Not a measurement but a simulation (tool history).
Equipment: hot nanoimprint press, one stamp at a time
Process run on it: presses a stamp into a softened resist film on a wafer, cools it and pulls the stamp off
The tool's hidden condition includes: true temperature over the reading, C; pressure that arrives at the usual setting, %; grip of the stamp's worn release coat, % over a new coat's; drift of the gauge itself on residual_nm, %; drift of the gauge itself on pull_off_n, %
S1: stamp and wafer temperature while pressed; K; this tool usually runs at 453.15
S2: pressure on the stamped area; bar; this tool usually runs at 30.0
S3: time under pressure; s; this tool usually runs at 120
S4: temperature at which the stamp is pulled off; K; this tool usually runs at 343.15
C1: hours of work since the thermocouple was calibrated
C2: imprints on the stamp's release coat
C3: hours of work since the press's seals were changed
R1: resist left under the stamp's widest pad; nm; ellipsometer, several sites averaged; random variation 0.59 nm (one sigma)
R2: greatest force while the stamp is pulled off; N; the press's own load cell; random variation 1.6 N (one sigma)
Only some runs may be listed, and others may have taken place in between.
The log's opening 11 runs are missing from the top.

run   hour      S1    S2   S3      S4   C1   C2   C3     R1   R2
 12  182.8  453.15  23.3   98  343.15  146  260  172  232.2  228
 13  200.2  453.15  30.0  120  343.15  156  323  183  199.3  231
 14  210.7  453.15  30.0  120  331.15  163  361  189  199.5  258
 15  228.3  453.15  30.0  120  331.15  174  425  200  199.7  264
 16  248.6  453.15  30.0  120  331.15  186  499  212  200.5  269
 17  270.0  453.15  38.4  116  331.15  199  576  225  184.2  266
 18  285.1  453.15  27.9  120  346.15  208  631  235  206.6  232
 19  296.0  453.15  18.6  120  346.15  215  670  241  237.1  238
     306.8  -- stamp cleaned and given a new release coat
 20  314.1  453.15  30.0  126  331.15  222   26  249  198.0  245
 21  330.8  453.15  30.0  126  348.15  232   87  259  198.7  211
 22  342.4  453.15  30.0  106  329.15  240  129  266  209.8  256
 23  356.3  453.15  30.0  106  329.15  248  179  275  209.4  259
 24  366.1  453.15  30.0  106  329.15  254  215  281  210.3  258
 25  385.0  454.15  30.0  106  329.15  266  283  292  204.2  265
     396.6  -- plate thermocouple calibrated
 26  402.1  454.15  30.0  106  329.15    3  334  301  199.2  264
 27  420.4  454.15  30.0   67  336.15   15  401  312  228.0  248
 28  440.2  453.15  22.5  120  335.15   27  473  324  220.5  255
 29  455.0  460.15  25.9  120  337.15   36  526  333  164.3  250
 30  469.5  464.15  36.8  201  340.15   45  579  342   97.3  246

Forecast each of these 3 alternatives for the next run:
  A  490.5  464.15  36.8  159  340.15  57  655  355   ?   ?
  B  490.5  459.15  36.8  147  340.15  57  655  355   ?   ?
  C  490.5  459.15  36.8  201  344.15  57  655  355   ?   ?

run     R1   R2
  A  107.2  251
  B  135.3  250
  C  118.9  242
With the hidden condition removed and each run's random variation left untouched, the same runs would have given:
run     R1   R2
  A  104.6  225
  B  132.1  225
  C  116.0  218

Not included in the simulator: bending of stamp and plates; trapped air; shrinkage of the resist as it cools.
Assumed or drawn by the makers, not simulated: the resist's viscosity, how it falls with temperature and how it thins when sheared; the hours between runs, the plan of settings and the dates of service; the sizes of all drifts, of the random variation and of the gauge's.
